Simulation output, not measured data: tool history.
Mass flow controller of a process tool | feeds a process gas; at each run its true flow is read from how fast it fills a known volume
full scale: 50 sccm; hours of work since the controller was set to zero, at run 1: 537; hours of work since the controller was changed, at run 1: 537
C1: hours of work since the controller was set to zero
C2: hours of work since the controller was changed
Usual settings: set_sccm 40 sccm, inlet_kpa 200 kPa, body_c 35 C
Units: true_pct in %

Run 1, day 0.000: usual settings; C1 537; C2 537. Result: true_pct 98.48 %.
Run 2, day 2.275: usual settings but set_sccm 12 sccm; C1 562; C2 562. Result: true_pct 97.56 %.
Run 3, day 5.492: usual settings but set_sccm 12 sccm; C1 596; C2 596. Result: true_pct 97.61 %.
Run 4, day 7.288: usual settings but set_sccm 12 sccm; C1 616; C2 616. Result: true_pct 97.52 %.
Run 5, day 9.000: usual settings but set_sccm 12 sccm; C1 634; C2 634. Result: true_pct 97.46 %.
Run 6, day 11.342: usual settings but body_c 31 C; C1 659; C2 659. Result: true_pct 98.62 %.
Run 7, day 14.129: usual settings but inlet_kpa 144 kPa, body_c 31 C; C1 689; C2 689. Result: true_pct 98.64 %.
Run 8, day 15.800: usual settings but inlet_kpa 144 kPa, body_c 31 C; C1 707; C2 707. Result: true_pct 98.75 %.
Run 9, day 18.108: usual settings but inlet_kpa 213 kPa; C1 732; C2 732. Result: true_pct 97.85 %.
Run 10, day 21.467: usual settings but inlet_kpa 213 kPa; C1 768; C2 768. Result: true_pct 97.83 %.
Run 11, day 24.025: usual settings but inlet_kpa 213 kPa; C1 795; C2 795. Result: true_pct 97.68 %.
Run 12, day 26.629: usual settings but set_sccm 24 sccm; C1 823; C2 823. Result: true_pct 97.24 %.
Run 13, day 29.838: usual settings but set_sccm 24 sccm; C1 858; C2 858. Result: true_pct 97.16 %.
Run 14, day 31.883: usual settings; C1 880; C2 880. Result: true_pct 97.55 %.
Run 15, day 35.425: usual settings; C1 918; C2 918. Result: true_pct 97.43 %.
Run 16, day 38.508: usual settings; C1 951; C2 951. Result: true_pct 97.40 %.
Run 17, day 40.150: usual settings; C1 968; C2 968. Result: true_pct 97.26 %.
Run 18, day 43.829: usual settings but inlet_kpa 146 kPa; C1 1008; C2 1008. Result: true_pct 97.10 %.
Run 19, day 47.458: usual settings but inlet_kpa 146 kPa; C1 1047; C2 1047. Result: true_pct 97.02 %.
Run 20, day 51.283: usual settings but inlet_kpa 146 kPa; C1 1088; C2 1088. Result: true_pct 96.77 %.
Run 21, day 52.925: usual settings but inlet_kpa 146 kPa; C1 1105; C2 1105. Result: true_pct 96.82 %.
Run 22, day 55.258: usual settings but set_sccm 38 sccm; C1 1130; C2 1130. Result: true_pct 96.57 %.
Run 23, day 58.617: usual settings but set_sccm 38 sccm; C1 1166; C2 1166. Result: true_pct 96.65 %.
Run 24, day 60.262: usual settings but set_sccm 45 sccm, body_c 21 C; C1 1184; C2 1184. Result: true_pct 98.33 %.
Run 25, day 63.429: usual settings but set_sccm 9 sccm, body_c 34 C; C1 1218; C2 1218. Result: true_pct 95.60 %.
Run 26, day 65.333: usual settings but set_sccm 12 sccm, inlet_kpa 268 kPa, body_c 29 C; C1 1239; C2 1239. Result: true_pct 96.09 %.
Run 27, day 67.071: usual settings but set_sccm 28 sccm, inlet_kpa 179 kPa, body_c 21 C; C1 1257; C2 1257. Result: true_pct 97.62 %.
Run 28, day 69.567: usual settings but set_sccm 44 sccm, inlet_kpa 179 kPa, body_c 22 C; C1 1284; C2 1284. Result: true_pct 97.95 %.
Run 29, day 73.312: usual settings but set_sccm 17 sccm; C1 1324; C2 1324. Result: true_pct 95.54 %.
Run 30, day 76.717: usual settings but set_sccm 25 sccm, inlet_kpa 212 kPa, body_c 31 C; C1 1361; C2 1361. Result: true_pct 95.89 %.
Run 31, day 78.392: usual settings but set_sccm 5 sccm; C1 1379; C2 1379. Result: true_pct 95.08 %.
Run 32, day 80.462: usual settings but set_sccm 7 sccm, inlet_kpa 259 kPa, body_c 31 C; C1 1401; C2 1401. Result: true_pct 95.23 %.
Run 33, day 82.288: usual settings but body_c 26 C; C1 1421; C2 1421. Result: true_pct 96.85 %.
At day 84.588: gauge calibrated.
Run 34, day 84.892: usual settings but set_sccm 48 sccm, inlet_kpa 274 kPa, body_c 40 C; C1 1449; C2 1449. Result: true_pct 98.14 %.
Run 35, day 87.058: usual settings but set_sccm 5 sccm, inlet_kpa 161 kPa, body_c 23 C; C1 1472; C2 1472. Result: true_pct 98.86 %.
Run 36, day 89.100: usual settings but set_sccm 5 sccm, inlet_kpa 161 kPa, body_c 23 C; C1 1494; C2 1494. Result: true_pct 98.79 %.
Run 37, day 90.754: usual settings but set_sccm 36 sccm, inlet_kpa 187 kPa, body_c 38 C; C1 1511; C2 1511. Result: true_pct 97.91 %.
Run 38, day 94.083: usual settings but set_sccm 36 sccm, inlet_kpa 187 kPa, body_c 38 C; C1 1547; C2 1547. Result: true_pct 97.78 %.
Run 39, day 97.929: usual settings but set_sccm 9 sccm, inlet_kpa 187 kPa, body_c 38 C; C1 1588; C2 1588. Result: true_pct 96.96 %.
Run 40, day 101.217: usual settings but set_sccm 9 sccm, inlet_kpa 187 kPa, body_c 38 C; C1 1624; C2 1624. Result: true_pct 96.85 %.
Run 41, day 102.992: usual settings but set_sccm 9 sccm, inlet_kpa 187 kPa, body_c 38 C; C1 1643; C2 1643. Result: true_pct 96.79 %.
Run 42, day 105.183: usual settings but set_sccm 10 sccm, inlet_kpa 182 kPa, body_c 38 C; C1 1666; C2 1666. Result: true_pct 96.76 %.
Run 43, day 108.962: usual settings but set_sccm 10 sccm, inlet_kpa 182 kPa, body_c 38 C; C1 1707; C2 1707. Result: true_pct 96.70 %.
Run 44, day 111.929: usual settings but set_sccm 15 sccm, inlet_kpa 182 kPa, body_c 28 C; C1 1739; C2 1739. Result: true_pct 97.74 %.
Run 45, day 115.383: usual settings but set_sccm 15 sccm, inlet_kpa 182 kPa, body_c 28 C; C1 1776; C2 1776. Result: true_pct 97.66 %.
Run 46, day 118.288: usual settings but set_sccm 20 sccm, inlet_kpa 194 kPa, body_c 21 C; C1 1807; C2 1807. Result: true_pct 98.41 %.

The same runs without the tool's hidden state, with the same run-to-run variation:
The hidden state here: flow at rest that the sensor doesn't see, % of full scale; true flow over the shown one, %; drift of the gauge itself on true_pct, %.
run  true_pct
  1     98.48
  2     97.63
  3     97.79
  4     97.76
  5     97.75
  6     98.99
  7     99.10
  8     99.27
  9     98.44
 10     98.53
 11     98.47
 12     98.11
 13     98.13
 14     98.60
 15     98.59
 16     98.66
 17     98.57
 18     98.53
 19     98.58
 20     98.45
 21     98.55
 22     98.37
 23     98.57
 24    100.33
 25     97.66
 26     98.22
 27     99.84
 28    100.27
 29     97.92
 30     98.40
 31     97.61
 32     97.84
 33     99.57
 34     98.15
 35     98.93
 36     98.93
 37     98.11
 38     98.09
 39     97.39
 40     97.38
 41     97.38
 42     97.42
 43     97.48
 44     98.63
 45     98.67
 46     99.52

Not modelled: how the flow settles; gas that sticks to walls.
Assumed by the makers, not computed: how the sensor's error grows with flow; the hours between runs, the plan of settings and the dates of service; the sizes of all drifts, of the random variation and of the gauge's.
